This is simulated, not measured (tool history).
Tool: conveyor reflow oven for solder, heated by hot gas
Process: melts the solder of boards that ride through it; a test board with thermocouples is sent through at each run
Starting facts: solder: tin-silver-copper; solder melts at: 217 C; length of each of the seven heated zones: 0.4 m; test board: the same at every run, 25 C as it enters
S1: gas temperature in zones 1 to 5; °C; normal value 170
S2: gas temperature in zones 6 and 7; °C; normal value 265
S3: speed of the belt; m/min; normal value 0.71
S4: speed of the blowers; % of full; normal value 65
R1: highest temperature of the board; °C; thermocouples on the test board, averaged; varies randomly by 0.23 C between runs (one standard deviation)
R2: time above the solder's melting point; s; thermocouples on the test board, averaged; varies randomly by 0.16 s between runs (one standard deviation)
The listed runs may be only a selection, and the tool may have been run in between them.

run 1 day=0 | S1=170 S2=265 S3=0.71 S4=65 | R1=249.5 R2=48.2
run 2 day=0.233 | S1=170 S2=265 S3=0.71 S4=65 | R1=249.2 R2=48.2
run 3 day=0.429 | S1=170 S2=265 S3=0.71 S4=65 | R1=249.8 R2=48.2
run 4 day=0.604 | S1=170 S2=265 S3=0.71 S4=65 | R1=249.5 R2=48.2
run 5 day=0.921 | S1=170 S2=265 S3=0.71 S4=81 | R1=251.4 R2=50.5
run 6 day=1.175 | S1=170 S2=265 S3=0.71 S4=61 | R1=248.3 R2=47.3
run 7 day=1.379 | S1=170 S2=265 S3=0.71 S4=61 | R1=248.3 R2=47.5
run 8 day=1.65 | S1=170 S2=265 S3=0.604 S4=65 | R1=253.3 R2=61.6
run 9 day=1.875 | S1=170 S2=265 S3=0.71 S4=65 | R1=248.9 R2=47.9
run 10 day=2.079 | S1=170 S2=261 S3=0.71 S4=65 | R1=245.7 R2=45.6
run 11 day=2.454 | S1=170 S2=265 S3=0.655 S4=65 | R1=251.6 R2=54.5
run 12 day=2.646 | S1=170 S2=265 S3=0.71 S4=65 | R1=249.3 R2=48
run 13 day=2.983 | S1=170 S2=265 S3=0.71 S4=65 | R1=248.6 R2=47.7
run 14 day=3.238 | S1=170 S2=265 S3=0.71 S4=65 | R1=249.1 R2=47.7
run 15 day=3.496 | S1=170 S2=265 S3=0.71 S4=65 | R1=249 R2=48.1
run 16 day=3.708 | S1=170 S2=265 S3=0.72 S4=65 | R1=248.3 R2=47.1
run 17 day=4.062 | S1=159 S2=262 S3=0.71 S4=52 | R1=241.6 R2=38.1
run 18 day=4.275 | S1=166 S2=265 S3=0.71 S4=65 | R1=248.1 R2=45.9
-- day=4.838 flux residue cleaned out of gas plates and filters
run 19 day=4.892 | S1=177 S2=265 S3=0.816 S4=65 | R1=247.7 R2=41.8
run 20 day=5.288 | S1=177 S2=265 S3=0.816 S4=65 | R1=247.2 R2=42.2
run 21 day=5.671 | S1=174 S2=265 S3=0.713 S4=65 | R1=250.6 R2=50.4
run 22 day=5.979 | S1=174 S2=265 S3=0.713 S4=65 | R1=250.8 R2=50.6
run 23 day=6.154 | S1=174 S2=265 S3=0.639 S4=85 | R1=255.4 R2=61.6
run 24 day=6.45 | S1=158 S2=276 S3=0.633 S4=74 | R1=263.3 R2=61.1
run 25 day=6.638 | S1=170 S2=260 S3=0.636 S4=64 | R1=248.2 R2=54.6
run 26 day=6.962 | S1=155 S2=260 S3=0.775 S4=68 | R1=240.9 R2=33.9
run 27 day=7.283 | S1=158 S2=270 S3=0.574 S4=73 | R1=260.5 R2=66.1
run 28 day=7.492 | S1=158 S2=267 S3=0.59 S4=73 | R1=256.5 R2=62.1
run 29 day=7.683 | S1=158 S2=267 S3=0.59 S4=73 | R1=256.5 R2=62.2
run 30 day=7.958 | S1=158 S2=267 S3=0.59 S4=73 | R1=256.4 R2=62.2

Branching from run 30: 3 alternative next runs. What would each branch give?
run A day=8.171 | S1=176 S2=267 S3=0.652 S4=51 | R1=? R2=?
run B day=8.171 | S1=168 S2=265 S3=0.71 S4=65 | R1=? R2=?
run C day=8.171 | S1=175 S2=265 S3=0.618 S4=65 | R1=? R2=?

run=A R1=252.1 R2=57.3
run=B R1=249.6 R2=48.2
run=C R1=254.5 R2=62.7
The same runs, with their run-to-run variation unchanged, on a tool lacking any hidden condition would have given:
run=A R1=253.4 R2=57.6
run=B R1=251.1 R2=48.7
run=C R1=256 R2=63
